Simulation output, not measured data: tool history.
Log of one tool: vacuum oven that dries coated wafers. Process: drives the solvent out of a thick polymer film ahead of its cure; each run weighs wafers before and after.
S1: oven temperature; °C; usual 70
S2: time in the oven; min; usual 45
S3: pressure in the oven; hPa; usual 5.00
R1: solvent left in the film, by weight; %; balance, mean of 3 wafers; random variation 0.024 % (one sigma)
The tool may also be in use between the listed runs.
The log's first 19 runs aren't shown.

run 20 hour=856.6 | S1=79 S2=45 S3=5.93 | R1=1.99
run 21 hour=900.3 | S1=61 S2=36 S3=13.96 | R1=9.75
run 22 hour=940.3 | S1=70 S2=70 S3=17.45 | R1=3.53
run 23 hour=989.8 | S1=70 S2=70 S3=17.45 | R1=3.53
run 24 hour=1038.8 | S1=59 S2=34 S3=3.03 | R1=9.55
run 25 hour=1099.8 | S1=70 S2=75 S3=5.00 | R1=1.87
run 26 hour=1165.9 | S1=70 S2=52 S3=4.51 | R1=3.27
run 27 hour=1230.1 | S1=70 S2=52 S3=2.78 | R1=3.06
run 28 hour=1278.0 | S1=56 S2=79 S3=12.23 | R1=6.83
run 29 hour=1335.4 | S1=56 S2=79 S3=12.23 | R1=6.77
run 30 hour=1388.7 | S1=63 S2=79 S3=7.15 | R1=3.50
run 31 hour=1451.4 | S1=63 S2=30 S3=11.54 | R1=9.64

Forecast each of these 4 alternatives for the next run:
run A hour=1508.7 | S1=85 S2=26 S3=6.03 | R1=?
run B hour=1508.7 | S1=76 S2=48 S3=5.12 | R1=?
run C hour=1508.7 | S1=82 S2=45 S3=7.32 | R1=?
run D hour=1508.7 | S1=70 S2=37 S3=5.00 | R1=?

run=A R1=2.99
run=B R1=2.21
run=C R1=1.53
run=D R1=5.13
Without the tool's hidden state the same runs would have given:
run=A R1=3.14
run=B R1=2.24
run=C R1=1.53
run=D R1=5.29
